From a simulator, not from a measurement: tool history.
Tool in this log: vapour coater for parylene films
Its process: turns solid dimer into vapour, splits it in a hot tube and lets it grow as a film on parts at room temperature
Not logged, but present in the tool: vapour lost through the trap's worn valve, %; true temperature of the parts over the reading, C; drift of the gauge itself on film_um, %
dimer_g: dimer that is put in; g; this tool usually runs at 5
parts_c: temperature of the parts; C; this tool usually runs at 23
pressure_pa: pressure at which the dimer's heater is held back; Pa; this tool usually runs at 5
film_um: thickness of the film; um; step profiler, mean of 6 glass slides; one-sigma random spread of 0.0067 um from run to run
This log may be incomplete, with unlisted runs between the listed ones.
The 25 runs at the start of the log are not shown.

run   hour  dimer_g  parts_c  pressure_pa  hours of work since the trap's valve was overhauled  hours of work since the table's thermometer was calibrated  film_um
 26  380.7        5       16         7.02                                                   28                                                         304    1.761
 27  403.7        5       17            5                                                   40                                                         317    1.814
 28  422.9        5       17            5                                                   51                                                         327    1.822
 29  436.5        5       17            5                                                   58                                                         334    1.821
 30  452.2        5       32         2.31                                                   66                                                         343    1.385
 31  464.5        5       32         2.31                                                   73                                                         349    1.384
 32    483        5       22         3.26                                                   83                                                         359    1.701
 33  499.9        6       15         3.26                                                   92                                                         368    2.479
 34    522        6       15         3.26                                                  104                                                         380    2.474
 35  531.8        8       24         8.64                                                  109                                                         385    2.197
 36  547.9        8       24         8.64                                                  118                                                         394    2.195
 37  565.6        5       17         5.71                                                  127                                                         404    1.781
 38  582.5        5       24            5                                                  136                                                         413    1.508
 39  592.6        5       21         9.11                                                  142                                                         418    1.477
 40  611.1        5       21         9.11                                                  152                                                         428    1.467
 41  628.7        5       21         9.11                                                  161                                                         437     1.47
 42  642.6        4       23         5.11                                                  168                                                         445    1.236
 43  656.8        8       21            5                                                  176                                                         453    2.602
 44  678.7        5       30         4.39                                                  188                                                         464    1.312
 45  699.8        8       15         2.16                                                  199                                                         476    3.533

Here are 3 independent what-if runs from the current tool condition. What would each one return?
  A  716.1        8       15         2.88                                                  208                                                         484        ?
  B  716.1        3       21         2.64                                                  208                                                         484        ?
  C  716.1        5       23            5                                                  208                                                         484        ?

run  film_um
  A    3.354
  B    1.088
  C    1.551
What these runs would have given with no unlogged condition in the tool:
run  film_um
  A    3.357
  B    1.089
  C    1.552
